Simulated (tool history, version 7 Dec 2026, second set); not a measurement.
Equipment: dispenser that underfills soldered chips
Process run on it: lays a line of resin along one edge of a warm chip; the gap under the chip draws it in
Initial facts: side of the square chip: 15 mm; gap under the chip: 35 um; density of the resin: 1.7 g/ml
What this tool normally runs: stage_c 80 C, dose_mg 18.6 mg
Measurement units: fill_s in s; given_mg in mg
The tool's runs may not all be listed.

| run | hour | stage_c | dose_mg | fill_s | given_mg |
|---|---|---|---|---|---|
| 1 | 0.0 | 80 | 18.6 | 462.1 | 18.03 |
|  | 5.1 | new syringe of resin |
| 2 | 10.5 | 80 | 18.6 | 309.2 | 18.03 |
| 3 | 19.1 | 80 | 18.6 | 459.2 | 17.93 |
|  | 24.1 | new syringe of resin |
| 4 | 25.6 | 80 | 18.6 | 257.6 | 17.99 |
| 5 | 36.5 | 80 | 18.6 | 431.6 | 17.97 |
| 6 | 42.2 | 80 | 18.6 | 567.4 | 17.82 |
|  | 43.4 | new syringe of resin |
| 7 | 51.9 | 81 | 17.3 | 351.8 | 16.36 |
| 8 | 60.0 | 88 | 22.2 | 350.2 | 21.12 |
|  | 62.6 | new syringe of resin |
| 9 | 66.9 | 73 | 23.9 | 391.8 | 22.87 |
| 10 | 76.6 | 80 | 18.9 | 459.4 | 17.92 |
|  | 82.5 | new syringe of resin |
| 11 | 87.7 | 94 | 23.5 | 147.9 | 22.27 |
| 12 | 93.3 | 74 | 22.1 | 533.3 | 20.83 |

Forecast each of these 5 alternatives for the next run:
| A | 100.5 | 69 | 20.7 | ? | ? |
| B | 100.5 | 86 | 22.8 | ? | ? |
| C | 100.5 | 89 | 22.2 | ? | ? |
| D | 100.5 | 92 | 16.4 | ? | ? |
| E | 100.5 | 69 | 21.7 | ? | ? |

| run | fill_s | given_mg |
|---|---|---|
| A | 1007.8 | 19.43 |
| B | 412.4 | 21.36 |
| C | 351.4 | 20.86 |
| D | 336.6 | 15.43 |
| E | 995.6 | 20.42 |
Take away the tool's hidden state, keep each run's random variation, and the runs would have read:
| run | fill_s | given_mg |
|---|---|---|
| A | 417.1 | 20.71 |
| B | 171.0 | 22.77 |
| C | 145.6 | 22.23 |
| D | 136.6 | 16.44 |
| E | 413.1 | 21.76 |
